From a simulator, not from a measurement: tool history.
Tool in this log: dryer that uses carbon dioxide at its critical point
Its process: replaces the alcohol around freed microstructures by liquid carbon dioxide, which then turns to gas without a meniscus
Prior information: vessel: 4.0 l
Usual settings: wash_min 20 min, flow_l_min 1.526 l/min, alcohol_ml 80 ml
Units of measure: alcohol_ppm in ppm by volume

run 1 hour=0 | wash_min=20 flow_l_min=1.526 alcohol_ml=80 | alcohol_ppm=74
run 2 hour=16.3 | wash_min=20 flow_l_min=1.526 alcohol_ml=80 | alcohol_ppm=90
run 3 hour=39.6 | wash_min=20 flow_l_min=1.526 alcohol_ml=80 | alcohol_ppm=81
run 4 hour=54 | wash_min=20 flow_l_min=1.526 alcohol_ml=69 | alcohol_ppm=92
run 5 hour=64.9 | wash_min=20 flow_l_min=1.526 alcohol_ml=69 | alcohol_ppm=87
run 6 hour=82.5 | wash_min=20 flow_l_min=1.526 alcohol_ml=69 | alcohol_ppm=93
run 7 hour=98 | wash_min=20 flow_l_min=1.526 alcohol_ml=69 | alcohol_ppm=91
run 8 hour=117.9 | wash_min=16 flow_l_min=1.526 alcohol_ml=69 | alcohol_ppm=200
run 9 hour=138.8 | wash_min=16 flow_l_min=1.526 alcohol_ml=69 | alcohol_ppm=210
-- hour=157.1 inlet filter changed
run 10 hour=163.4 | wash_min=16 flow_l_min=1.526 alcohol_ml=69 | alcohol_ppm=130
run 11 hour=182.9 | wash_min=16 flow_l_min=0.98 alcohol_ml=69 | alcohol_ppm=612
run 12 hour=200.7 | wash_min=23 flow_l_min=1.56 alcohol_ml=69 | alcohol_ppm=65

Run 13 comes next. What will it give?
run 13 hour=219.8 | wash_min=16 flow_l_min=1.96 alcohol_ml=30 | alcohol_ppm=?

Run 13 gave alcohol_ppm 62 ppm by volume.
If the tool had no hidden condition, the same run with the same run-to-run variation would have returned alcohol_ppm 5 ppm by volume.
